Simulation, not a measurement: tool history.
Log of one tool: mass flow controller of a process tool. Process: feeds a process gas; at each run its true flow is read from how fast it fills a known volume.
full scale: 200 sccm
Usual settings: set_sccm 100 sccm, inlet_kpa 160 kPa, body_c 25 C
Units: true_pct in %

| run | hour | set_sccm | inlet_kpa | body_c | true_pct |
|---|---|---|---|---|---|
| 1 | 0.0 | 100 | 160 | 25 | 98.90 |
| 2 | 227.7 | 100 | 160 | 25 | 98.98 |
| 3 | 607.8 | 100 | 241 | 25 | 98.95 |
| 4 | 953.6 | 100 | 160 | 25 | 99.24 |
| 5 | 1317.9 | 100 | 160 | 25 | 99.35 |
|  | 1467.5 | controller's zero set anew |
| 6 | 1702.3 | 100 | 160 | 25 | 99.38 |
| 7 | 1903.6 | 100 | 160 | 25 | 99.37 |
| 8 | 2275.9 | 100 | 160 | 30 | 99.84 |
| 9 | 2686.8 | 100 | 160 | 30 | 99.81 |
| 10 | 2934.1 | 100 | 160 | 30 | 99.87 |
| 11 | 3149.7 | 100 | 160 | 30 | 99.97 |
| 12 | 3361.5 | 100 | 160 | 36 | 100.37 |
| 13 | 3533.2 | 100 | 160 | 36 | 100.32 |
| 14 | 3810.5 | 100 | 160 | 36 | 100.46 |
| 15 | 4086.0 | 100 | 160 | 36 | 100.46 |
| 16 | 4405.6 | 100 | 160 | 36 | 100.55 |
| 17 | 4738.4 | 103 | 199 | 36 | 100.57 |
| 18 | 4944.2 | 103 | 199 | 36 | 100.63 |

Run 19 comes next. What will it give?
| 19 | 5209.8 | 41 | 220 | 27 | ? |

{"run 19": {"true_pct": 99.34}}
Without the tool's hidden state the same run would have given true_pct 98.24 %.
